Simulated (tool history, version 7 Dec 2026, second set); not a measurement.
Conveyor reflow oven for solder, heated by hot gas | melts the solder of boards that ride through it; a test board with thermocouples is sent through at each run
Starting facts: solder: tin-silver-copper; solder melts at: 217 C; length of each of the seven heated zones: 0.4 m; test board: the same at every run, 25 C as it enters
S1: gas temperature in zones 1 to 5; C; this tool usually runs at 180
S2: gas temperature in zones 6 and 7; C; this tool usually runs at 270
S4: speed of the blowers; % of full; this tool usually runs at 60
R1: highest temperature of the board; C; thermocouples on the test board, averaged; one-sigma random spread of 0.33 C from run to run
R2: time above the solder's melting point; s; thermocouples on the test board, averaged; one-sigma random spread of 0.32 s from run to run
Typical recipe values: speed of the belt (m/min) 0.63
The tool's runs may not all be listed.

{"run": 1, "hour": 0.0, "S1": 180, "S2": 270, "speed of the belt (m/min)": 0.63, "S4": 60, "R1": 250.1, "R2": 56.8}
{"run": 2, "hour": 6.5, "S1": 180, "S2": 270, "speed of the belt (m/min)": 0.63, "S4": 60, "R1": 249.8, "R2": 56.6}
{"run": 3, "hour": 12.4, "S1": 180, "S2": 270, "speed of the belt (m/min)": 0.63, "S4": 60, "R1": 249.6, "R2": 57}
{"run": 4, "hour": 19.9, "S1": 180, "S2": 270, "speed of the belt (m/min)": 0.63, "S4": 60, "R1": 250.1, "R2": 56.9}
{"run": 5, "hour": 27.6, "S1": 180, "S2": 270, "speed of the belt (m/min)": 0.63, "S4": 60, "R1": 250.1, "R2": 56.6}
{"run": 6, "hour": 31.5, "S1": 180, "S2": 270, "speed of the belt (m/min)": 0.63, "S4": 60, "R1": 250.3, "R2": 56.4}
{"run": 7, "hour": 40.2, "S1": 180, "S2": 273, "speed of the belt (m/min)": 0.59, "S4": 60, "R1": 254.5, "R2": 64.6}
{"run": 8, "hour": 48.3, "S1": 180, "S2": 271, "speed of the belt (m/min)": 0.59, "S4": 58, "R1": 252.3, "R2": 63.3}
{"run": 9, "hour": 54.7, "S1": 167, "S2": 268, "speed of the belt (m/min)": 0.59, "S4": 58, "R1": 247.1, "R2": 52.8}
{"run": 10, "hour": 60.1, "S1": 186, "S2": 272, "speed of the belt (m/min)": 0.728, "S4": 53, "R1": 245.3, "R2": 45.6}
{"run": 11, "hour": 65.8, "S1": 186, "S2": 272, "speed of the belt (m/min)": 0.728, "S4": 53, "R1": 245, "R2": 45.9}

Here are 4 independent what-if runs from the current tool condition. What would each one return?
{"run": "A", "hour": 73.9, "S1": 179, "S2": 259, "speed of the belt (m/min)": 0.728, "S4": 53, "R1": "?", "R2": "?"}
{"run": "B", "hour": 73.9, "S1": 173, "S2": 275, "speed of the belt (m/min)": 0.51, "S4": 53, "R1": "?", "R2": "?"}
{"run": "C", "hour": 73.9, "S1": 180, "S2": 264, "speed of the belt (m/min)": 0.585, "S4": 60, "R1": "?", "R2": "?"}
{"run": "D", "hour": 73.9, "S1": 186, "S2": 272, "speed of the belt (m/min)": 0.606, "S4": 53, "R1": "?", "R2": "?"}

run=A R1=232.8 R2=30.5
run=B R1=258.4 R2=75.1
run=C R1=247.2 R2=59.3
run=D R1=252.5 R2=63.4
The same runs, with their run-to-run variation unchanged, on a tool lacking any hidden condition would have given:
run=A R1=233.5 R2=31.3
run=B R1=258.9 R2=75
run=C R1=247.7 R2=59.6
run=D R1=253 R2=63.5
